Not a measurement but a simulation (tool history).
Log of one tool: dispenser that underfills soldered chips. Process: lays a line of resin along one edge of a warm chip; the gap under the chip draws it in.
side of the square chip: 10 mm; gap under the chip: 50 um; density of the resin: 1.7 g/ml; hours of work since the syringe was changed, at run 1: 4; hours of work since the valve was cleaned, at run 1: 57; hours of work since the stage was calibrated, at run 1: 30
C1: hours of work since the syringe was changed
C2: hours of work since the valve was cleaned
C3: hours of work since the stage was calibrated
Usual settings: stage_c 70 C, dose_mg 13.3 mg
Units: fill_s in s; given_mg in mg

Run 1, day 0.000: usual settings; C1 4; C2 57; C3 30. Result: fill_s 120.4 s, given_mg 12.76 mg.
Run 2, day 0.233: usual settings; C1 7; C2 61; C3 34. Result: fill_s 138.7 s, given_mg 12.79 mg.
At day 0.433: new syringe of resin.
Run 3, day 0.558: usual settings; C1 2; C2 67; C3 39. Result: fill_s 112.4 s, given_mg 12.74 mg.
Run 4, day 0.817: usual settings but stage_c 67 C; C1 7; C2 71; C3 44. Result: fill_s 152.7 s, given_mg 12.61 mg.
At day 1.071: new syringe of resin.
Run 5, day 1.158: usual settings but stage_c 72 C; C1 1; C2 77; C3 49. Result: fill_s 101.2 s, given_mg 12.61 mg.
Run 6, day 1.521: usual settings but stage_c 72 C; C1 8; C2 83; C3 55. Result: fill_s 128.9 s, given_mg 12.56 mg.
At day 1.717: new syringe of resin.
Run 7, day 1.775: usual settings but stage_c 72 C; C1 1; C2 87; C3 60. Result: fill_s 97.4 s, given_mg 12.49 mg.
Run 8, day 1.962: usual settings but dose_mg 14.8 mg; C1 4; C2 90; C3 63. Result: fill_s 121.8 s, given_mg 13.88 mg.
Run 9, day 2.275: usual settings but dose_mg 14.8 mg; C1 9; C2 95; C3 68. Result: fill_s 146.2 s, given_mg 13.89 mg.
At day 2.350: new syringe of resin.
Run 10, day 2.446: usual settings but dose_mg 14.8 mg; C1 2; C2 98; C3 71. Result: fill_s 107.8 s, given_mg 13.83 mg.
At day 2.800: dispensing valve cleaned and set on the balance.
Run 11, day 2.808: usual settings but dose_mg 14.8 mg; C1 7; C2 0; C3 76. Result: fill_s 134.3 s, given_mg 14.76 mg.
Run 12, day 2.967: usual settings but dose_mg 14.8 mg; C1 10; C2 3; C3 79. Result: fill_s 146.9 s, given_mg 14.74 mg.
At day 3.033: new syringe of resin.
Run 13, day 3.308: usual settings but dose_mg 15.3 mg; C1 5; C2 8; C3 84. Result: fill_s 121.9 s, given_mg 15.15 mg.
Run 14, day 3.517: usual settings but stage_c 58 C, dose_mg 15.3 mg; C1 8; C2 12; C3 88. Result: fill_s 234.6 s, given_mg 15.10 mg.
At day 3.675: new syringe of resin.
Run 15, day 3.817: usual settings but dose_mg 13.6 mg; C1 2; C2 17; C3 93. Result: fill_s 111.1 s, given_mg 13.45 mg.
Run 16, day 4.012: usual settings; C1 6; C2 20; C3 96. Result: fill_s 127.7 s, given_mg 13.12 mg.
Run 17, day 4.217: usual settings; C1 9; C2 24; C3 100. Result: fill_s 143.8 s, given_mg 13.10 mg.
At day 4.317: new syringe of resin.
Run 18, day 4.504: usual settings; C1 3; C2 28; C3 104. Result: fill_s 114.8 s, given_mg 13.05 mg.
Run 19, day 4.662: usual settings but stage_c 64 C; C1 6; C2 31; C3 107. Result: fill_s 166.8 s, given_mg 13.03 mg.
Run 20, day 4.875: usual settings but stage_c 64 C; C1 9; C2 35; C3 111. Result: fill_s 188.7 s, given_mg 13.06 mg.
At day 4.967: new syringe of resin.
Run 21, day 5.188: usual settings but stage_c 67 C, dose_mg 13.0 mg; C1 4; C2 40; C3 116. Result: fill_s 132.8 s, given_mg 12.73 mg.
Run 22, day 5.417: usual settings but stage_c 67 C, dose_mg 13.0 mg; C1 8; C2 44; C3 120. Result: fill_s 153.6 s, given_mg 12.59 mg.
At day 5.608: new syringe of resin.
Run 23, day 5.779: usual settings but stage_c 66 C, dose_mg 17.3 mg; C1 3; C2 49; C3 126. Result: fill_s 130.6 s, given_mg 16.74 mg.
Run 24, day 6.142: usual settings but stage_c 63 C, dose_mg 16.4 mg; C1 9; C2 56; C3 132. Result: fill_s 190.1 s, given_mg 15.85 mg.
At day 6.246: new syringe of resin.
Run 25, day 6.392: usual settings but stage_c 73 C, dose_mg 14.3 mg; C1 2; C2 60; C3 136. Result: fill_s 95.5 s, given_mg 13.75 mg.
Run 26, day 6.754: usual settings but dose_mg 16.4 mg; C1 9; C2 66; C3 142. Result: fill_s 135.0 s, given_mg 15.71 mg.
At day 6.879: new syringe of resin.
Run 27, day 7.050: usual settings but stage_c 75 C, dose_mg 17.2 mg; C1 3; C2 71; C3 147. Result: fill_s 89.0 s, given_mg 16.36 mg.
Run 28, day 7.354: usual settings but stage_c 85 C, dose_mg 14.7 mg; C1 8; C2 76; C3 152. Result: fill_s 74.5 s, given_mg 13.97 mg.
At day 7.529: new syringe of resin.
Run 29, day 7.571: usual settings but stage_c 63 C, dose_mg 16.9 mg; C1 1; C2 79; C3 155. Result: fill_s 137.2 s, given_mg 16.00 mg.
Run 30, day 7.871: usual settings but stage_c 75 C, dose_mg 13.9 mg; C1 6; C2 84; C3 160. Result: fill_s 101.1 s, given_mg 13.12 mg.
At day 8.175: new syringe of resin.
Run 31, day 8.238: usual settings but stage_c 74 C, dose_mg 14.9 mg; C1 1; C2 90; C3 166. Result: fill_s 87.8 s, given_mg 14.07 mg.
Run 32, day 8.462: usual settings but stage_c 74 C, dose_mg 14.9 mg; C1 5; C2 94; C3 170. Result: fill_s 103.3 s, given_mg 14.00 mg.
Run 33, day 8.650: usual settings but stage_c 72 C, dose_mg 16.9 mg; C1 8; C2 97; C3 173. Result: fill_s 124.3 s, given_mg 15.84 mg.
At day 8.808: new syringe of resin.
Run 34, day 8.883: usual settings but stage_c 68 C, dose_mg 14.2 mg; C1 1; C2 101; C3 177. Result: fill_s 113.0 s, given_mg 13.30 mg.
At day 9.062: dispensing valve cleaned and set on the balance.
Run 35, day 9.171: usual settings but stage_c 59 C, dose_mg 12.6 mg; C1 5; C2 2; C3 181. Result: fill_s 198.6 s, given_mg 12.52 mg.
Run 36, day 9.367: usual settings but stage_c 66 C, dose_mg 12.9 mg; C1 9; C2 5; C3 185. Result: fill_s 167.1 s, given_mg 12.82 mg.
At day 9.508: new syringe of resin.
Run 37, day 9.554: usual settings but stage_c 59 C, dose_mg 12.4 mg; C1 1; C2 8; C3 188. Result: fill_s 170.0 s, given_mg 12.30 mg.

Forecast each of these 3 alternatives for the next run:
Run A, day 9.879: usual settings but stage_c 61 C, dose_mg 16.5 mg; C1 6; C2 14; C3 193. Result: fill_s ?, given_mg ?.
Run B, day 9.879: usual settings but stage_c 61 C, dose_mg 16.0 mg; C1 6; C2 14; C3 193. Result: fill_s ?, given_mg ?.
Run C, day 9.879: usual settings but stage_c 62 C, dose_mg 12.4 mg; C1 6; C2 14; C3 193. Result: fill_s ?, given_mg ?.

run  fill_s  given_mg
  A   189.4     16.34
  B   187.6     15.91
  C   180.5     12.27
Without the tool's hidden state the same runs would have given:
run  fill_s  given_mg
  A   150.5     16.49
  B   149.1     16.05
  C   143.1     12.39
